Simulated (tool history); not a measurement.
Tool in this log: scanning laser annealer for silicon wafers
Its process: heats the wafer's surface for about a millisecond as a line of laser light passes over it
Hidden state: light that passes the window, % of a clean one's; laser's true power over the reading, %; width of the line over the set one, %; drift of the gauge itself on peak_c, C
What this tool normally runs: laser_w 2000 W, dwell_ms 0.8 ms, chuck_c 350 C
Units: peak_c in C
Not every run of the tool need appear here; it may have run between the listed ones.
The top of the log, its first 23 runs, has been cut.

run,hour,laser_w,dwell_ms,chuck_c,hours of work since the window was cleaned,hours of work since the power meter was calibrated,hours of work since the optics were aligned,peak_c
24,1454.6,2104,0.909,338,175,3726,259,1266
25,1540.6,2104,0.909,338,237,3788,322,1265
26,1599,2000,0.8,329,280,3831,364,1157
27,1684.1,1946,0.995,311,342,3893,426,1207
28,1723,1946,0.995,311,370,3921,454,1204
29,1764.7,2000,0.572,350,400,3951,484,1041
30,1846.5,2076,0.969,350,460,4011,544,1278
31,1889,1776,0.891,347,491,4041,575,1110
32,1977.1,2100,0.8,387,555,4105,639,1237
33,2035.5,1973,0.781,330,597,4148,681,1112
34,2090.3,1973,0.648,378,637,4188,721,1090
# hour 2143.3: window over the wafer cleaned
35,2155.4,1973,0.648,348,9,4234,767,1097
36,2215,2000,0.8,335,52,4277,810,1169
37,2296.9,2000,0.8,335,112,4336,870,1167
38,2343.8,2000,0.954,350,146,4371,904,1259
39,2430,2000,0.954,350,208,4433,966,1253
40,2498.4,1845,0.8,350,258,4483,1016,1109

Below are 5 alternative next runs, each starting from the tool's condition after run 40. Predict each:
A,2540.2,1826,0.59,313,288,4513,1047,?
B,2540.2,1845,0.8,369,288,4513,1047,?
C,2540.2,2169,0.972,350,288,4513,1047,?
D,2540.2,2008,0.585,369,288,4513,1047,?
E,2540.2,2000,0.585,353,288,4513,1047,?

run,peak_c
A,956
B,1130
C,1333
D,1073
E,1057
Stripped of hidden state, with their random variation kept, the same runs would have yielded:
run,peak_c
A,959
B,1134
C,1337
D,1076
E,1060

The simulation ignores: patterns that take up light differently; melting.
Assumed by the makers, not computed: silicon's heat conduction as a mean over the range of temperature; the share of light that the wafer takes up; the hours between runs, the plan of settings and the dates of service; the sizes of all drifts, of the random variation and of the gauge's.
